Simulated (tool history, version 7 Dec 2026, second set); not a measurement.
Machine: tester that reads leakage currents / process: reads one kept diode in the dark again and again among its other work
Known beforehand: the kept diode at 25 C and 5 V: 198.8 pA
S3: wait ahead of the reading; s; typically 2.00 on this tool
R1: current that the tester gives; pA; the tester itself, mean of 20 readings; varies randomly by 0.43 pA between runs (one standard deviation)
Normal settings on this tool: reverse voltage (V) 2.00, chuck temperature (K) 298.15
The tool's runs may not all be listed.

run 1 day=0.000 | reverse_voltage_(V)=2.00 chuck_temperature_(K)=298.15 S3=2.00 | R1=136.55
run 2 day=2.279 | reverse_voltage_(V)=2.00 chuck_temperature_(K)=298.15 S3=2.00 | R1=135.65
run 3 day=5.675 | reverse_voltage_(V)=3.95 chuck_temperature_(K)=298.15 S3=2.00 | R1=177.34
run 4 day=8.592 | reverse_voltage_(V)=2.00 chuck_temperature_(K)=298.15 S3=2.00 | R1=136.21
run 5 day=10.942 | reverse_voltage_(V)=2.00 chuck_temperature_(K)=298.15 S3=2.00 | R1=136.19
run 6 day=14.688 | reverse_voltage_(V)=2.94 chuck_temperature_(K)=298.15 S3=2.00 | R1=158.03
run 7 day=16.562 | reverse_voltage_(V)=2.94 chuck_temperature_(K)=298.15 S3=2.00 | R1=157.45
run 8 day=20.500 | reverse_voltage_(V)=2.94 chuck_temperature_(K)=298.15 S3=2.00 | R1=157.75
run 9 day=24.042 | reverse_voltage_(V)=2.94 chuck_temperature_(K)=298.15 S3=2.00 | R1=157.62
run 10 day=27.612 | reverse_voltage_(V)=2.94 chuck_temperature_(K)=298.15 S3=2.00 | R1=157.72
run 11 day=30.021 | reverse_voltage_(V)=2.94 chuck_temperature_(K)=298.15 S3=2.00 | R1=156.37
run 12 day=33.875 | reverse_voltage_(V)=2.94 chuck_temperature_(K)=316.15 S3=2.00 | R1=644.51
run 13 day=37.562 | reverse_voltage_(V)=2.94 chuck_temperature_(K)=316.15 S3=2.00 | R1=644.84
-- day=37.950 chuck's temperature calibrated
run 14 day=39.762 | reverse_voltage_(V)=2.00 chuck_temperature_(K)=298.15 S3=2.36 | R1=130.28
run 15 day=43.033 | reverse_voltage_(V)=6.46 chuck_temperature_(K)=298.15 S3=8.93 | R1=207.09
run 16 day=46.929 | reverse_voltage_(V)=2.00 chuck_temperature_(K)=298.15 S3=9.61 | R1=130.04
run 17 day=48.912 | reverse_voltage_(V)=15.49 chuck_temperature_(K)=317.15 S3=2.00 | R1=1248.42
run 18 day=51.333 | reverse_voltage_(V)=3.45 chuck_temperature_(K)=329.15 S3=2.00 | R1=1686.05
run 19 day=55.204 | reverse_voltage_(V)=3.45 chuck_temperature_(K)=329.15 S3=2.00 | R1=1669.74
run 20 day=56.917 | reverse_voltage_(V)=3.45 chuck_temperature_(K)=329.15 S3=2.00 | R1=1658.62
run 21 day=58.729 | reverse_voltage_(V)=1.69 chuck_temperature_(K)=298.15 S3=2.00 | R1=121.18
-- day=60.429 chuck's temperature calibrated, once more
run 22 day=61.429 | reverse_voltage_(V)=2.00 chuck_temperature_(K)=298.15 S3=0.67 | R1=143.88
run 23 day=63.762 | reverse_voltage_(V)=2.00 chuck_temperature_(K)=298.15 S3=0.67 | R1=142.57
run 24 day=66.162 | reverse_voltage_(V)=3.71 chuck_temperature_(K)=298.15 S3=0.67 | R1=184.27
-- day=66.629 probe card cleaned and baked
run 25 day=69.900 | reverse_voltage_(V)=3.71 chuck_temperature_(K)=298.15 S3=0.67 | R1=173.37
run 26 day=71.754 | reverse_voltage_(V)=3.04 chuck_temperature_(K)=302.15 S3=0.33 | R1=226.14
run 27 day=75.438 | reverse_voltage_(V)=3.04 chuck_temperature_(K)=302.15 S3=0.33 | R1=226.06

What would each run have given without the hidden state, its run-to-run variation left as it was?
The tool's hidden condition here consists of: stray current of the dirty probe card, pA a volt; current scale over the true one, %; true chuck temperature over the reading, C; drift of the gauge itself on leakage_pa, %.
run=1 R1=141.87
run=2 R1=141.02
run=3 R1=182.61
run=4 R1=141.85
run=5 R1=141.93
run=6 R1=163.83
run=7 R1=163.28
run=8 R1=163.70
run=9 R1=163.67
run=10 R1=163.90
run=11 R1=162.58
run=12 R1=685.56
run=13 R1=687.04
run=14 R1=142.02
run=15 R1=218.08
run=16 R1=142.04
run=17 R1=1358.08
run=18 R1=1868.22
run=19 R1=1853.37
run=20 R1=1842.57
run=21 R1=133.26
run=22 R1=142.39
run=23 R1=141.17
run=24 R1=179.47
run=25 R1=178.48
run=26 R1=233.04
run=27 R1=233.21
